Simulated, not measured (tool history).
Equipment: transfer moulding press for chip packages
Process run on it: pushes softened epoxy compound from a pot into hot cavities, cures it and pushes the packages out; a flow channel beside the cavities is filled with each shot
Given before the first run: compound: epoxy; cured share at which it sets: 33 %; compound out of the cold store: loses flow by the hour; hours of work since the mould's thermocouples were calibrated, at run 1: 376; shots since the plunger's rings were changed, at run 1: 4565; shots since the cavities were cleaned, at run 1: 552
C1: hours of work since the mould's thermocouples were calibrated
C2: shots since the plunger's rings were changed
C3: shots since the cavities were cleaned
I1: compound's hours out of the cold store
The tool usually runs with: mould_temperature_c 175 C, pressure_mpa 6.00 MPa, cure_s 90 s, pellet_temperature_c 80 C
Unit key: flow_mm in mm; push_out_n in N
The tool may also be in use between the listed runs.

run 1 hour=0.0 | mould_temperature_c=175 pressure_mpa=6.00 cure_s=90 pellet_temperature_c=80 | C1=376 C2=4565 C3=552 | I1=23.9 | flow_mm=585 push_out_n=436
-- hour=4.9 cavities cleaned with cleaning compound and waxed
run 2 hour=10.4 | mould_temperature_c=175 pressure_mpa=6.00 cure_s=93 pellet_temperature_c=80 | C1=382 C2=4711 C3=91 | I1=44.4 | flow_mm=541 push_out_n=297
-- hour=22.0 plunger's sealing rings changed
run 3 hour=26.2 | mould_temperature_c=170 pressure_mpa=6.00 cure_s=90 pellet_temperature_c=80 | C1=393 C2=71 C3=313 | I1=26.1 | flow_mm=653 push_out_n=517
run 4 hour=38.9 | mould_temperature_c=170 pressure_mpa=6.00 cure_s=90 pellet_temperature_c=80 | C1=403 C2=280 C3=522 | I1=21.8 | flow_mm=678 push_out_n=597
-- hour=45.5 cavities cleaned with cleaning compound and waxed
run 5 hour=49.7 | mould_temperature_c=175 pressure_mpa=6.00 cure_s=90 pellet_temperature_c=80 | C1=410 C2=434 C3=70 | I1=24.4 | flow_mm=642 push_out_n=304
run 6 hour=62.0 | mould_temperature_c=175 pressure_mpa=6.00 cure_s=90 pellet_temperature_c=80 | C1=419 C2=637 C3=273 | I1=36.6 | flow_mm=615 push_out_n=361
run 7 hour=71.7 | mould_temperature_c=175 pressure_mpa=6.00 cure_s=90 pellet_temperature_c=80 | C1=427 C2=798 C3=434 | I1=31.2 | flow_mm=626 push_out_n=418
run 8 hour=78.8 | mould_temperature_c=175 pressure_mpa=6.00 cure_s=90 pellet_temperature_c=80 | C1=432 C2=916 C3=552 | I1=34.5 | flow_mm=603 push_out_n=435
-- hour=83.6 cavities cleaned with cleaning compound and waxed
run 9 hour=94.6 | mould_temperature_c=175 pressure_mpa=6.00 cure_s=90 pellet_temperature_c=80 | C1=444 C2=1153 C3=182 | I1=42.5 | flow_mm=590 push_out_n=322
run 10 hour=109.2 | mould_temperature_c=175 pressure_mpa=6.00 cure_s=90 pellet_temperature_c=80 | C1=455 C2=1395 C3=424 | I1=12.8 | flow_mm=678 push_out_n=441
-- hour=122.0 cavities cleaned with cleaning compound and waxed
run 11 hour=125.1 | mould_temperature_c=175 pressure_mpa=6.00 cure_s=90 pellet_temperature_c=80 | C1=466 C2=1632 C3=50 | I1=19.1 | flow_mm=648 push_out_n=303
run 12 hour=133.2 | mould_temperature_c=173 pressure_mpa=6.00 cure_s=90 pellet_temperature_c=80 | C1=472 C2=1767 C3=185 | I1=19.4 | flow_mm=638 push_out_n=387
run 13 hour=147.1 | mould_temperature_c=181 pressure_mpa=6.00 cure_s=90 pellet_temperature_c=78 | C1=483 C2=1997 C3=415 | I1=28.3 | flow_mm=598 push_out_n=330
run 14 hour=157.4 | mould_temperature_c=181 pressure_mpa=6.00 cure_s=90 pellet_temperature_c=78 | C1=491 C2=2167 C3=585 | I1=27.6 | flow_mm=595 push_out_n=378
-- hour=160.2 cavities cleaned with cleaning compound and waxed
run 15 hour=171.5 | mould_temperature_c=181 pressure_mpa=6.00 cure_s=90 pellet_temperature_c=78 | C1=501 C2=2375 C3=186 | I1=38.8 | flow_mm=563 push_out_n=293
run 16 hour=186.0 | mould_temperature_c=176 pressure_mpa=6.00 cure_s=126 pellet_temperature_c=78 | C1=512 C2=2615 C3=426 | I1=17.4 | flow_mm=630 push_out_n=344
-- hour=198.1 cavities cleaned with cleaning compound and waxed
run 17 hour=198.4 | mould_temperature_c=182 pressure_mpa=6.00 cure_s=80 pellet_temperature_c=80 | C1=521 C2=2796 C3=4 | I1=8.8 | flow_mm=632 push_out_n=250
-- hour=206.5 mould's thermocouples calibrated
run 18 hour=210.3 | mould_temperature_c=175 pressure_mpa=4.80 cure_s=90 pellet_temperature_c=80 | C1=3 C2=2960 C3=168 | I1=40.6 | flow_mm=515 push_out_n=338
run 19 hour=218.8 | mould_temperature_c=175 pressure_mpa=4.80 cure_s=90 pellet_temperature_c=80 | C1=10 C2=3101 C3=309 | I1=46.1 | flow_mm=508 push_out_n=374
run 20 hour=225.0 | mould_temperature_c=175 pressure_mpa=5.98 cure_s=75 pellet_temperature_c=77 | C1=14 C2=3203 C3=411 | I1=34.0 | flow_mm=591 push_out_n=612
run 21 hour=233.4 | mould_temperature_c=178 pressure_mpa=7.16 cure_s=124 pellet_temperature_c=80 | C1=21 C2=3343 C3=551 | I1=39.1 | flow_mm=617 push_out_n=354

Below are 4 alternative next runs, each starting from the tool's condition after run 21. Predict each:
-- hour=238.2 cavities cleaned with cleaning compound and waxed
run A hour=248.3 | mould_temperature_c=177 pressure_mpa=7.39 cure_s=90 pellet_temperature_c=80 | C1=31 C2=3564 C3=168 | I1=33.7 | flow_mm=? push_out_n=?
-- hour=238.2 cavities cleaned with cleaning compound and waxed
run B hour=248.3 | mould_temperature_c=175 pressure_mpa=7.48 cure_s=94 pellet_temperature_c=80 | C1=31 C2=3564 C3=168 | I1=13.3 | flow_mm=? push_out_n=?
-- hour=238.2 cavities cleaned with cleaning compound and waxed
run C hour=248.3 | mould_temperature_c=172 pressure_mpa=5.48 cure_s=89 pellet_temperature_c=80 | C1=31 C2=3564 C3=168 | I1=13.6 | flow_mm=? push_out_n=?
-- hour=238.2 cavities cleaned with cleaning compound and waxed
run D hour=248.3 | mould_temperature_c=175 pressure_mpa=6.30 cure_s=73 pellet_temperature_c=70 | C1=31 C2=3564 C3=168 | I1=21.0 | flow_mm=? push_out_n=?

run=A flow_mm=642 push_out_n=310
run=B flow_mm=723 push_out_n=336
run=C flow_mm=618 push_out_n=436
run=D flow_mm=626 push_out_n=577
Had the tool no hidden state, the same runs would have come out as:
run=A flow_mm=691 push_out_n=245
run=B flow_mm=778 push_out_n=267
run=C flow_mm=666 push_out_n=347
run=D flow_mm=675 push_out_n=460

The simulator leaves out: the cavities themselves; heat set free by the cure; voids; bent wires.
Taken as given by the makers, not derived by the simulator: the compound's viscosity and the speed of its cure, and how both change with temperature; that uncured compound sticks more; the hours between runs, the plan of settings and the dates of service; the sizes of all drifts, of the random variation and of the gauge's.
